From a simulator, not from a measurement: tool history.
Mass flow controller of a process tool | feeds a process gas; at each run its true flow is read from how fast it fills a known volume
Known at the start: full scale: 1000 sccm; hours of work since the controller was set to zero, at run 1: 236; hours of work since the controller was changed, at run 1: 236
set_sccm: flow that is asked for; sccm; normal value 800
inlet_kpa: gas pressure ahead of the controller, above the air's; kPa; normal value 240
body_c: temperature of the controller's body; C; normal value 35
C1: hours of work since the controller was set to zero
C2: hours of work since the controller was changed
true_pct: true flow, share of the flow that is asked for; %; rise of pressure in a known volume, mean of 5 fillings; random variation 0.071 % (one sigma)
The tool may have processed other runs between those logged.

Run 1, day 0.000: usual settings; C1 236; C2 236. Result: true_pct 99.43 %.
Run 2, day 2.850: usual settings; C1 290; C2 290. Result: true_pct 99.64 %.
Run 3, day 5.504: usual settings; C1 340; C2 340. Result: true_pct 99.64 %.
Run 4, day 10.775: usual settings; C1 439; C2 439. Result: true_pct 99.57 %.
Run 5, day 13.075: usual settings but inlet_kpa 157 kPa; C1 483; C2 483. Result: true_pct 99.15 %.
Run 6, day 17.583: usual settings but set_sccm 252 sccm, inlet_kpa 157 kPa; C1 568; C2 568. Result: true_pct 99.13 %.
Run 7, day 21.654: usual settings but body_c 26 C; C1 645; C2 645. Result: true_pct 100.36 %.
Run 8, day 26.342: usual settings but inlet_kpa 267 kPa; C1 733; C2 733. Result: true_pct 100.02 %.
Run 9, day 30.596: usual settings but inlet_kpa 267 kPa; C1 814; C2 814. Result: true_pct 100.06 %.
Run 10, day 34.483: usual settings but inlet_kpa 267 kPa; C1 887; C2 887. Result: true_pct 100.13 %.
Run 11, day 39.033: usual settings but inlet_kpa 267 kPa; C1 973; C2 973. Result: true_pct 100.23 %.
Run 12, day 44.004: usual settings but inlet_kpa 236 kPa; C1 1067; C2 1067. Result: true_pct 99.96 %.
Run 13, day 49.312: usual settings; C1 1167; C2 1167. Result: true_pct 100.24 %.
Run 14, day 52.812: usual settings; C1 1233; C2 1233. Result: true_pct 99.92 %.
Run 15, day 56.521: usual settings; C1 1303; C2 1303. Result: true_pct 99.90 %.
Run 16, day 61.921: usual settings; C1 1405; C2 1405. Result: true_pct 100.17 %.
Run 17, day 64.688: usual settings but set_sccm 107 sccm; C1 1457; C2 1457. Result: true_pct 102.34 %.
Run 18, day 69.758: usual settings; C1 1553; C2 1553. Result: true_pct 100.26 %.
Run 19, day 74.738: usual settings but set_sccm 413 sccm; C1 1647; C2 1647. Result: true_pct 100.42 %.
Run 20, day 79.212: usual settings; C1 1732; C2 1732. Result: true_pct 100.47 %.
Run 21, day 83.671: usual settings; C1 1816; C2 1816. Result: true_pct 100.33 %.
Run 22, day 86.142: usual settings; C1 1862; C2 1862. Result: true_pct 100.46 %.
Run 23, day 89.171: usual settings; C1 1920; C2 1920. Result: true_pct 100.49 %.
Run 24, day 91.938: usual settings; C1 1972; C2 1972. Result: true_pct 100.41 %.
Run 25, day 96.150: usual settings but inlet_kpa 142 kPa, body_c 22 C; C1 2051; C2 2051. Result: true_pct 100.48 %.
Run 26, day 100.383: usual settings but inlet_kpa 149 kPa, body_c 27 C; C1 2131; C2 2131. Result: true_pct 100.41 %.
Run 27, day 106.046: usual settings but set_sccm 139 sccm, body_c 37 C; C1 2238; C2 2238. Result: true_pct 102.85 %.
Run 28, day 111.454: usual settings but set_sccm 941 sccm, inlet_kpa 156 kPa, body_c 32 C; C1 2340; C2 2340. Result: true_pct 100.19 %.
Run 29, day 114.267: usual settings but set_sccm 941 sccm, inlet_kpa 156 kPa, body_c 32 C; C1 2393; C2 2393. Result: true_pct 100.23 %.
Run 30, day 118.896: usual settings but set_sccm 234 sccm, inlet_kpa 269 kPa, body_c 37 C; C1 2481; C2 2481. Result: true_pct 101.98 %.
Run 31, day 122.767: usual settings but body_c 22 C; C1 2554; C2 2554. Result: true_pct 101.43 %.
At day 123.221: controller's zero set anew.
Run 32, day 126.979: usual settings but body_c 22 C; C1 71; C2 2633. Result: true_pct 101.67 %.
Run 33, day 132.475: usual settings but set_sccm 425 sccm, body_c 40 C; C1 175; C2 2737. Result: true_pct 101.26 %.
Run 34, day 137.838: usual settings but set_sccm 585 sccm, inlet_kpa 247 kPa, body_c 29 C; C1 276; C2 2838. Result: true_pct 101.81 %.
At day 138.625: controller's zero set anew, once more.
Run 35, day 142.917: usual settings but inlet_kpa 248 kPa, body_c 28 C; C1 81; C2 2934. Result: true_pct 100.84 %.
Run 36, day 147.004: usual settings but inlet_kpa 248 kPa, body_c 28 C; C1 158; C2 3011. Result: true_pct 100.75 %.
Run 37, day 150.729: usual settings but set_sccm 265 sccm, inlet_kpa 235 kPa, body_c 31 C; C1 229; C2 3081. Result: true_pct 100.33 %.
Run 38, day 155.883: usual settings but set_sccm 265 sccm, inlet_kpa 235 kPa, body_c 31 C; C1 326; C2 3178. Result: true_pct 100.52 %.
Run 39, day 159.354: usual settings but set_sccm 187 sccm, inlet_kpa 235 kPa, body_c 23 C; C1 391; C2 3244. Result: true_pct 101.04 %.
Run 40, day 164.462: usual settings but set_sccm 877 sccm, body_c 34 C; C1 488; C2 3340. Result: true_pct 100.55 %.
Run 41, day 169.021: usual settings but set_sccm 877 sccm, body_c 34 C; C1 574; C2 3426. Result: true_pct 100.50 %.
Run 42, day 172.833: usual settings but set_sccm 509 sccm, inlet_kpa 209 kPa, body_c 21 C; C1 646; C2 3498. Result: true_pct 101.19 %.
Run 43, day 177.738: usual settings but set_sccm 391 sccm, inlet_kpa 144 kPa, body_c 34 C; C1 738; C2 3591. Result: true_pct 99.95 %.
Run 44, day 180.825: usual settings but set_sccm 391 sccm, inlet_kpa 144 kPa, body_c 34 C; C1 797; C2 3649. Result: true_pct 100.01 %.
Run 45, day 184.554: usual settings but set_sccm 391 sccm, inlet_kpa 144 kPa, body_c 34 C; C1 867; C2 3720. Result: true_pct 100.06 %.
Run 46, day 188.771: usual settings but set_sccm 340 sccm, inlet_kpa 150 kPa; C1 947; C2 3799. Result: true_pct 100.10 %.
Run 47, day 193.846: usual settings but set_sccm 154 sccm, inlet_kpa 152 kPa; C1 1043; C2 3895. Result: true_pct 101.11 %.

5 options for the next run, each taken on its own from the tool as it stands now. Forecast them:
Run A, day 198.804: usual settings but set_sccm 355 sccm, inlet_kpa 149 kPa, body_c 22 C; C1 1136; C2 3989. Result: true_pct ?.
Run B, day 198.804: usual settings but set_sccm 926 sccm, inlet_kpa 149 kPa; C1 1136; C2 3989. Result: true_pct ?.
Run C, day 198.804: usual settings but set_sccm 874 sccm, inlet_kpa 152 kPa, body_c 29 C; C1 1136; C2 3989. Result: true_pct ?.
Run D, day 198.804: usual settings but inlet_kpa 210 kPa; C1 1136; C2 3989. Result: true_pct ?.
Run E, day 198.804: usual settings but set_sccm 149 sccm, body_c 23 C; C1 1136; C2 3989. Result: true_pct ?.

run  true_pct
  A    101.09
  B    100.25
  C    100.58
  D    100.60
  E    102.61
Stripped of hidden state, with their random variation kept, the same runs would have yielded:
run  true_pct
  A     99.42
  B     99.03
  C     99.35
  D     99.33
  E     99.91

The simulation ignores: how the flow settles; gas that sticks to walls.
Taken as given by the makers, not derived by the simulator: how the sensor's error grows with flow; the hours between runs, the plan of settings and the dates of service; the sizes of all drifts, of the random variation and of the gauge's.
